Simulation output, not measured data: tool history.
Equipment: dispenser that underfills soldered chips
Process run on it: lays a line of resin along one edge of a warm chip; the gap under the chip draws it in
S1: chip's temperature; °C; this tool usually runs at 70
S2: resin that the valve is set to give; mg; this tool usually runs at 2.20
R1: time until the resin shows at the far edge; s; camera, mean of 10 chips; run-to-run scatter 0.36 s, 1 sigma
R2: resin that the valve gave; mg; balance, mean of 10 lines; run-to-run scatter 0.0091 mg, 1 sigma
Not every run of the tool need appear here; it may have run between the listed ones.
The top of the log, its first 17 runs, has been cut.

At day 2.500: dispensing valve cleaned and set on the balance.
Run 18, day 2.646: usual settings but S2 2.45 mg. Result: R1 31.9 s, R2 2.443 mg.
At day 2.762: new syringe of resin.
Run 19, day 2.788: usual settings but S2 2.45 mg. Result: R1 21.2 s, R2 2.452 mg.
Run 20, day 2.958: usual settings but S2 2.45 mg. Result: R1 24.8 s, R2 2.431 mg.
Run 21, day 3.088: usual settings but S1 77 °C, S2 2.14 mg. Result: R1 21.2 s, R2 2.092 mg.
Run 22, day 3.296: usual settings but S1 77 °C, S2 2.14 mg. Result: R1 25.9 s, R2 2.112 mg.
At day 3.400: new syringe of resin.
Run 23, day 3.488: usual settings but S1 84 °C, S2 2.62 mg. Result: R1 14.4 s, R2 2.580 mg.
Run 24, day 3.708: usual settings but S1 80 °C, S2 2.04 mg. Result: R1 20.2 s, R2 2.003 mg.
Run 25, day 3.854: usual settings but S1 80 °C, S2 2.04 mg. Result: R1 22.5 s, R2 1.990 mg.

What will run 26 give?
Run 26, day 3.975: usual settings but S1 59 °C, S2 2.40 mg. Result: R1 ?, R2 ?.

{"run 26": {"R1": 47.0, "R2": 2.36}}
Were there no unlogged condition in the tool, this run, its random variation unchanged, would have produced R1 28.1 s, R2 2.408 mg.

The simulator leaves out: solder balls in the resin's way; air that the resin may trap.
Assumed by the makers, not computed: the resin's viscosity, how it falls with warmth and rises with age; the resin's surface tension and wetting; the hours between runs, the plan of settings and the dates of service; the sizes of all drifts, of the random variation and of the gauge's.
